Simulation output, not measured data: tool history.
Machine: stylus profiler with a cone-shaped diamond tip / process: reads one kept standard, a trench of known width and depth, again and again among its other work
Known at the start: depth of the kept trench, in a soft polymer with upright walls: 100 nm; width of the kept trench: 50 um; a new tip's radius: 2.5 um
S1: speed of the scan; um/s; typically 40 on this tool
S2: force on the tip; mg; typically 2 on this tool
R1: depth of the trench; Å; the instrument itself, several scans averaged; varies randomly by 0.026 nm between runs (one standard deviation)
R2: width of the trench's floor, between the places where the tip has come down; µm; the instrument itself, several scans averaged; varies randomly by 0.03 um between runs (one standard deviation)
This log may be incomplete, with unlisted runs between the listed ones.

run 1 hour=0 | S1=40 S2=2 | R1=1006.1 R2=48.46
run 2 hour=15.2 | S1=40 S2=2 | R1=1006.1 R2=48.42
run 3 hour=45.4 | S1=40 S2=3.58 | R1=1009.1 R2=48.47
run 4 hour=66.7 | S1=40 S2=1.52 | R1=1005.5 R2=48.38
run 5 hour=98.3 | S1=40 S2=1.52 | R1=1005.9 R2=48.41
run 6 hour=126.6 | S1=40 S2=1.52 | R1=1006 R2=48.36
run 7 hour=152.3 | S1=40 S2=1.52 | R1=1005.7 R2=48.34
run 8 hour=166.4 | S1=81 S2=1.52 | R1=1005.4 R2=48.15
run 9 hour=186.6 | S1=40 S2=2 | R1=1007.1 R2=48.4
run 10 hour=208.4 | S1=40 S2=5.51 | R1=1012.6 R2=48.35
run 11 hour=222.9 | S1=40 S2=2 | R1=1006.1 R2=48.38
run 12 hour=238.5 | S1=40 S2=2.45 | R1=1008.1 R2=48.38
run 13 hour=262.7 | S1=40 S2=2.45 | R1=1008.1 R2=48.32
run 14 hour=280.2 | S1=40 S2=2.45 | R1=1008.4 R2=48.27
run 15 hour=293.5 | S1=85 S2=2 | R1=1007.4 R2=48.22
run 16 hour=318.5 | S1=87 S2=0.77 | R1=1004.3 R2=48
run 17 hour=342.4 | S1=40 S2=3.82 | R1=1010.9 R2=48.34
run 18 hour=366.8 | S1=40 S2=3.82 | R1=1010.5 R2=48.35
run 19 hour=389.5 | S1=129 S2=1.14 | R1=1005.8 R2=47.88
run 20 hour=409.6 | S1=58 S2=3.53 | R1=1010.5 R2=48.28
run 21 hour=433.7 | S1=33 S2=2 | R1=1007.5 R2=48.31
run 22 hour=458.5 | S1=33 S2=2 | R1=1007.7 R2=48.32
run 23 hour=475.6 | S1=33 S2=2 | R1=1008 R2=48.31
run 24 hour=490.3 | S1=19 S2=1.46 | R1=1006.7 R2=48.36
run 25 hour=513.1 | S1=15 S2=1.72 | R1=1007.2 R2=48.37
run 26 hour=528.8 | S1=76 S2=2.72 | R1=1009 R2=48.18
run 27 hour=555.3 | S1=11 S2=1.48 | R1=1007.2 R2=48.36
run 28 hour=575.6 | S1=33 S2=2 | R1=1008.2 R2=48.3
run 29 hour=605.9 | S1=33 S2=2 | R1=1007.8 R2=48.24

Predict each of these 3 candidate next runs independently; none follows another, all start after run 29:
run A hour=621 | S1=59 S2=3.81 | R1=? R2=?
run B hour=621 | S1=31 S2=4 | R1=? R2=?
run C hour=621 | S1=33 S2=1.77 | R1=? R2=?

run=A R1=1011.4 R2=48.19
run=B R1=1012.1 R2=48.38
run=C R1=1007.7 R2=48.26
With the hidden condition removed and each run's random variation left untouched, the same runs would have given:
run=A R1=1009.5 R2=48.4
run=B R1=1010.2 R2=48.59
run=C R1=1005.8 R2=48.48

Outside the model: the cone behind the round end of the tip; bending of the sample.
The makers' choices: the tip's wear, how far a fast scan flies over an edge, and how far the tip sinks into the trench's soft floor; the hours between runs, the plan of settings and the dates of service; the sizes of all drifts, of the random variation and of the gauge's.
